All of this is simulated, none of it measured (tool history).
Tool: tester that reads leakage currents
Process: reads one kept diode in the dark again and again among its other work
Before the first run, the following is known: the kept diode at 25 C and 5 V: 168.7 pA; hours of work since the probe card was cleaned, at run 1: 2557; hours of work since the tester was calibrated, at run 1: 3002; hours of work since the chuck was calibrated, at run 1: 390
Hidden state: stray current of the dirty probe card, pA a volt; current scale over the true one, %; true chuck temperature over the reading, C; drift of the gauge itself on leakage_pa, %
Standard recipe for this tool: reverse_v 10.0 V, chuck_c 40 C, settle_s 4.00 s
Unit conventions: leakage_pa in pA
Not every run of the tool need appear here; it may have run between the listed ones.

run,day,reverse_v,chuck_c,settle_s,hours of work since the probe card was cleaned,hours of work since the tester was calibrated,hours of work since the chuck was calibrated,leakage_pa
1,0.000,10.0,40,4.00,2557,3002,390,836.00
2,3.758,2.6,40,4.00,2614,3060,447,506.94
3,7.779,2.6,40,4.00,2675,3121,508,502.48
4,11.808,10.0,40,4.00,2736,3182,570,816.15
5,16.242,10.0,40,4.00,2804,3250,637,806.78
6,18.288,10.0,40,4.00,2835,3281,668,807.53
7,20.467,10.0,40,4.00,2868,3314,701,801.85
# day 23.762: probe card cleaned and baked
8,24.571,5.4,40,4.00,12,3375,762,627.63
9,26.879,8.7,40,4.00,47,3410,797,738.34
10,30.254,10.0,40,0.36,99,3461,849,775.15
11,34.633,10.0,40,3.18,166,3528,915,765.57
12,36.858,10.0,40,3.18,199,3562,949,757.04
13,40.254,10.0,40,3.18,251,3613,1001,753.57
14,43.262,10.0,35,4.00,297,3659,1047,483.15
15,46.633,10.0,35,4.00,348,3711,1098,480.87
# day 47.133: chuck's temperature calibrated
16,51.188,10.0,40,4.00,416,3779,62,845.36
17,54.100,10.0,40,4.00,461,3823,106,846.05
18,58.938,10.0,40,4.00,534,3897,180,837.71
19,63.688,10.0,40,4.00,607,3969,252,825.56
20,67.096,10.0,40,4.00,659,4021,304,818.14
21,71.779,1.7,27,4.00,730,4092,375,132.68
22,74.779,1.7,24,4.00,776,4138,421,99.21
23,77.775,2.9,57,1.15,821,4184,467,2110.67
24,81.162,10.0,59,0.72,873,4235,518,3813.09
25,84.146,15.8,40,4.00,918,4280,564,940.75
26,88.662,1.0,40,4.00,987,4349,632,347.44
27,91.300,1.0,20,0.42,1027,4389,673,54.02
28,94.050,1.0,28,1.24,1069,4431,714,115.64
29,96.829,20.0,59,7.19,1111,4474,757,4800.09
30,99.962,20.0,59,0.32,1159,4521,804,4749.91
31,102.938,17.1,40,4.00,1204,4567,850,932.17
32,106.238,17.1,40,4.00,1255,4617,900,933.95
33,109.292,2.1,40,2.88,1301,4663,946,435.07
34,114.012,3.0,53,2.88,1373,4735,1018,1467.54
35,118.812,10.0,57,4.00,1446,4808,1091,3093.67
# day 119.800: chuck's temperature calibrated
36,122.338,3.7,24,1.82,1498,4861,39,140.16
37,126.979,10.0,23,0.57,1569,4931,109,187.88
38,130.279,10.0,23,4.25,1619,4982,160,183.98

Selected run-to-run steps in leakage_pa, each split into two signed amounts: the part the tool would show with no hidden state at all (from settings, incoming material and random variation), and the remainder, which goes to the hidden state together with any gauge scatter not common to the measured and the hidden-state-free results:
Run 28 -> 29: reverse_v 1.0 -> 20.0, chuck_c 28 -> 59, settle_s 1.24 -> 7.19. leakage_pa +4684.45 pA: hidden state -413.29, all else +5097.74.
Run 30 -> 31: reverse_v 20.0 -> 17.1, chuck_c 59 -> 40, settle_s 0.32 -> 4.00. leakage_pa -3817.74 pA: hidden state +353.12, all else -4170.86.
Run 35 -> 36: reverse_v 10.0 -> 3.7, chuck_c 57 -> 24, settle_s 4.00 -> 1.82, chuck's temperature calibrated. leakage_pa -2953.51 pA: hidden state +405.53, all else -3359.04.
